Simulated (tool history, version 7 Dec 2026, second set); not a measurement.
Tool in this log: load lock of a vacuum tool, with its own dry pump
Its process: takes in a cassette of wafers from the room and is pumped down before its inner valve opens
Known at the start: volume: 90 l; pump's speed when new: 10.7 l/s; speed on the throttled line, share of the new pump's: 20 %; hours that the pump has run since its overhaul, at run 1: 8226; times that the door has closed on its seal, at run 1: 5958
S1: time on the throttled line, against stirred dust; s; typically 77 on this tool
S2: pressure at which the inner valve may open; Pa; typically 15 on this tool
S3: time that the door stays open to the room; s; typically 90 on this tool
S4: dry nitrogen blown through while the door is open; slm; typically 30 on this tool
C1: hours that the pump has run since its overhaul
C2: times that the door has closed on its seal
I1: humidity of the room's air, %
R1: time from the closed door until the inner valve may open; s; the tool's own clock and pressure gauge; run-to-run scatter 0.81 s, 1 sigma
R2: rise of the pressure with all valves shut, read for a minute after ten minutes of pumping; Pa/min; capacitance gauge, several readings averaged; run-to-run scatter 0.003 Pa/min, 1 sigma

| run | day | S1 | S2 | S3 | S4 | C1 | C2 | I1 | R1 | R2 |
|---|---|---|---|---|---|---|---|---|---|---|
| 1 | 0 | 77 | 15 | 90 | 30 | 8226 | 5958 | 48.6 | 143.9 | 0.059 |
| 2 | 5.712 | 77 | 15 | 90 | 30 | 8363 | 6268 | 40.8 | 144.3 | 0.052 |
| 3 | 13.633 | 77 | 15 | 90 | 30 | 8553 | 6698 | 40.8 | 144.1 | 0.058 |
| 4 | 19.438 | 77 | 15 | 90 | 30 | 8693 | 7013 | 50.4 | 144.6 | 0.068 |
| 5 | 29.554 | 77 | 15 | 90 | 30 | 8935 | 7562 | 41 | 144.6 | 0.062 |
| 6 | 38.829 | 77 | 22 | 90 | 30 | 9158 | 8066 | 46.9 | 142 | 0.066 |
| 7 | 43.342 | 77 | 22 | 90 | 30 | 9266 | 8310 | 45.8 | 140.1 | 0.067 |
| 8 | 48.621 | 77 | 22 | 90 | 30 | 9393 | 8597 | 43.3 | 141.8 | 0.071 |
| 9 | 56.483 | 77 | 15 | 90 | 30 | 9582 | 9024 | 49 | 146 | 0.074 |
| 10 | 66.662 | 54 | 15 | 90 | 30 | 9826 | 9576 | 43.7 | 127.3 | 0.082 |
| 11 | 74.279 | 54 | 15 | 90 | 30 | 10009 | 9990 | 44.1 | 128.1 | 0.082 |
| 12 | 82.367 | 77 | 15 | 90 | 30 | 10203 | 10429 | 44.8 | 145.4 | 0.079 |
| 13 | 91.175 | 77 | 15 | 90 | 30 | 10414 | 10907 | 46.4 | 146.5 | 0.083 |
| 14 | 98.054 | 77 | 15 | 90 | 30 | 10579 | 11280 | 44.8 | 147.5 | 0.088 |
| 15 | 107.179 | 77 | 15 | 90 | 30 | 10798 | 11775 | 48.3 | 146.8 | 0.105 |
| 16 | 114.992 | 77 | 15 | 90 | 30 | 10986 | 12199 | 47.2 | 146.5 | 0.102 |
| 17 | 119.662 | 77 | 16 | 90 | 30 | 11098 | 12453 | 42.5 | 147.8 | 0.099 |
|  | 120.425 | dry pump taken out, an overhauled one fitted |
| 18 | 124.496 | 110 | 16 | 90 | 30 | 98 | 12702 | 43 | 160.9 | 0.097 |
| 19 | 129.696 | 64 | 15 | 90 | 30 | 223 | 12984 | 46.8 | 125.2 | 0.103 |
| 20 | 139.117 | 82 | 15 | 90 | 40 | 449 | 13495 | 47.3 | 139.5 | 0.1 |
| 21 | 149.392 | 77 | 15 | 98 | 24 | 695 | 14053 | 45 | 135.4 | 0.118 |
| 22 | 157.721 | 77 | 30 | 98 | 38 | 895 | 14505 | 44 | 130.3 | 0.118 |
| 23 | 165.921 | 77 | 11 | 98 | 38 | 1092 | 14950 | 43.9 | 139.4 | 0.119 |
| 24 | 174.654 | 93 | 11 | 50 | 5 | 1302 | 15424 | 44.7 | 152.5 | 0.127 |
| 25 | 179.925 | 48 | 25 | 33 | 17 | 1428 | 15710 | 41.1 | 109.9 | 0.121 |

Run 26, settings as shown, results not yet in. Your forecast:
| 26 | 184.954 | 38 | 11 | 172 | 30 | 1549 | 15983 | 43.5 | ? | ? |

Run 26 gave R1 109 s, R2 0.142 Pa/min.
Had the tool carried no hidden state, the very same run would have given R1 107.7 s, R2 0.038 Pa/min.
